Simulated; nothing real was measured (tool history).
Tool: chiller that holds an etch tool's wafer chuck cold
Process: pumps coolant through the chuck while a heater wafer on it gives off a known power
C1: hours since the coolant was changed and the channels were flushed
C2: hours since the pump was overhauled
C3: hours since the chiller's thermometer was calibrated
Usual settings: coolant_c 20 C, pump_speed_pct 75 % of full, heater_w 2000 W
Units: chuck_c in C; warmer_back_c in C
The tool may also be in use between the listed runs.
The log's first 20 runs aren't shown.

Run 21, hour 621.3: usual settings but coolant_c 15 C; C1 7124; C2 2193; C3 125. Result: chuck_c 30.1 C, warmer_back_c 4.63 C.
Run 22, hour 653.1: usual settings but coolant_c 12 C, pump_speed_pct 81 % of full, heater_w 1383 W; C1 7156; C2 2224; C3 156. Result: chuck_c 21.8 C, warmer_back_c 2.97 C.
Run 23, hour 696.9: usual settings but coolant_c 15 C, heater_w 2149 W; C1 7199; C2 2268; C3 200. Result: chuck_c 31.4 C, warmer_back_c 5.00 C.
Run 24, hour 731.2: usual settings but coolant_c 11 C, heater_w 2149 W; C1 7234; C2 2303; C3 235. Result: chuck_c 27.3 C, warmer_back_c 4.94 C.
At hour 757.1: chiller's thermometer calibrated, once more.
Run 25, hour 761.4: usual settings but coolant_c 14 C, pump_speed_pct 78 % of full, heater_w 1424 W; C1 7263; C2 2332; C3 4. Result: chuck_c 24.5 C, warmer_back_c 3.16 C.
Run 26, hour 800.3: usual settings but coolant_c 26 C; C1 7302; C2 2371; C3 43. Result: chuck_c 41.6 C, warmer_back_c 4.67 C.
Run 27, hour 836.6: usual settings but coolant_c 26 C, pump_speed_pct 86 % of full, heater_w 1297 W; C1 7338; C2 2407; C3 79. Result: chuck_c 35.0 C, warmer_back_c 2.55 C.
Run 28, hour 865.7: usual settings but pump_speed_pct 74 % of full, heater_w 1706 W; C1 7367; C2 2436; C3 109. Result: chuck_c 33.4 C, warmer_back_c 3.98 C.
Run 29, hour 889.5: usual settings but coolant_c 12 C, pump_speed_pct 79 % of full; C1 7391; C2 2460; C3 132. Result: chuck_c 26.8 C, warmer_back_c 4.35 C.
Run 30, hour 912.6: usual settings but coolant_c 28 C, heater_w 1629 W; C1 7414; C2 2483; C3 156. Result: chuck_c 40.6 C, warmer_back_c 3.76 C.

Run 31 comes next. What will it give?
Run 31, hour 936.1: usual settings but coolant_c 27 C, pump_speed_pct 67 % of full, heater_w 2307 W; C1 7438; C2 2506; C3 179. Result: chuck_c ?, warmer_back_c ?.

chuck_c: 46.4 C
warmer_back_c: 6.05 C
Without the tool's hidden state the same run would have given chuck_c 44.6 C, warmer_back_c 5.89 C.
